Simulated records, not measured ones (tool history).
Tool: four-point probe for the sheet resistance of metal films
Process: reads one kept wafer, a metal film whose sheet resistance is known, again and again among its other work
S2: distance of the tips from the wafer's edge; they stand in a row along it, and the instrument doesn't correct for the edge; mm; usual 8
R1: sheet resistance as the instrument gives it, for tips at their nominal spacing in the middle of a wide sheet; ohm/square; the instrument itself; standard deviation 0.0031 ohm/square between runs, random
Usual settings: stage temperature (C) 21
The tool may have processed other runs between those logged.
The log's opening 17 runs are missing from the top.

{"run": 18, "day": 17.658, "stage temperature (C)": 21, "S2": 28, "R1": 15.322085}
{"run": 19, "day": 18.304, "stage temperature (C)": 21, "S2": 28, "R1": 15.313123}
{"run": 20, "day": 19.058, "stage temperature (C)": 21, "S2": 28, "R1": 15.318004}
{"day": 19.396, "done": "stage's thermometer calibrated, once more"}
{"run": 21, "day": 19.958, "stage temperature (C)": 21, "S2": 28, "R1": 15.308061}
{"run": 22, "day": 20.746, "stage temperature (C)": 21, "S2": 28, "R1": 15.306875}
{"run": 23, "day": 22.0, "stage temperature (C)": 24, "S2": 15, "R1": 15.277996}
{"run": 24, "day": 22.892, "stage temperature (C)": 18, "S2": 7, "R1": 15.40174}
{"run": 25, "day": 24.142, "stage temperature (C)": 20, "S2": 18, "R1": 15.323021}
{"run": 26, "day": 25.017, "stage temperature (C)": 20, "S2": 23, "R1": 15.312885}
{"run": 27, "day": 25.783, "stage temperature (C)": 20, "S2": 23, "R1": 15.307862}
{"run": 28, "day": 26.667, "stage temperature (C)": 24, "S2": 4, "R1": 15.46481}
{"run": 29, "day": 28.175, "stage temperature (C)": 21, "S2": 51, "R1": 15.291291}
{"run": 30, "day": 29.167, "stage temperature (C)": 19, "S2": 51, "R1": 15.307849}
{"run": 31, "day": 29.858, "stage temperature (C)": 20, "S2": 14, "R1": 15.314554}
{"run": 32, "day": 30.85, "stage temperature (C)": 21, "S2": 20, "R1": 15.28778}
{"run": 33, "day": 31.904, "stage temperature (C)": 25, "S2": 41, "R1": 15.234016}
{"run": 34, "day": 32.767, "stage temperature (C)": 25, "S2": 41, "R1": 15.232412}
{"run": 35, "day": 33.721, "stage temperature (C)": 29, "S2": 57, "R1": 15.194735}
{"run": 36, "day": 34.671, "stage temperature (C)": 21, "S2": 40, "R1": 15.269481}
{"run": 37, "day": 35.729, "stage temperature (C)": 21, "S2": 40, "R1": 15.274085}
{"run": 38, "day": 36.383, "stage temperature (C)": 29, "S2": 3, "R1": 15.538865}
{"run": 39, "day": 37.829, "stage temperature (C)": 29, "S2": 3, "R1": 15.532212}
{"run": 40, "day": 38.7, "stage temperature (C)": 29, "S2": 3, "R1": 15.524176}
{"run": 41, "day": 39.683, "stage temperature (C)": 29, "S2": 3, "R1": 15.528831}

3 ways to go on from here, each from the tool as it stands after run 41. What would each give?
{"run": "A", "day": 40.4, "stage temperature (C)": 24, "S2": 35, "R1": "?"}
{"run": "B", "day": 40.4, "stage temperature (C)": 25, "S2": 3, "R1": "?"}
{"run": "C", "day": 40.4, "stage temperature (C)": 33, "S2": 59, "R1": "?"}

run=A R1=15.221420
run=B R1=15.574256
run=C R1=15.128224
Had the tool no hidden state, the same runs would have come out as:
run=A R1=15.383449
run=B R1=15.739738
run=C R1=15.289315
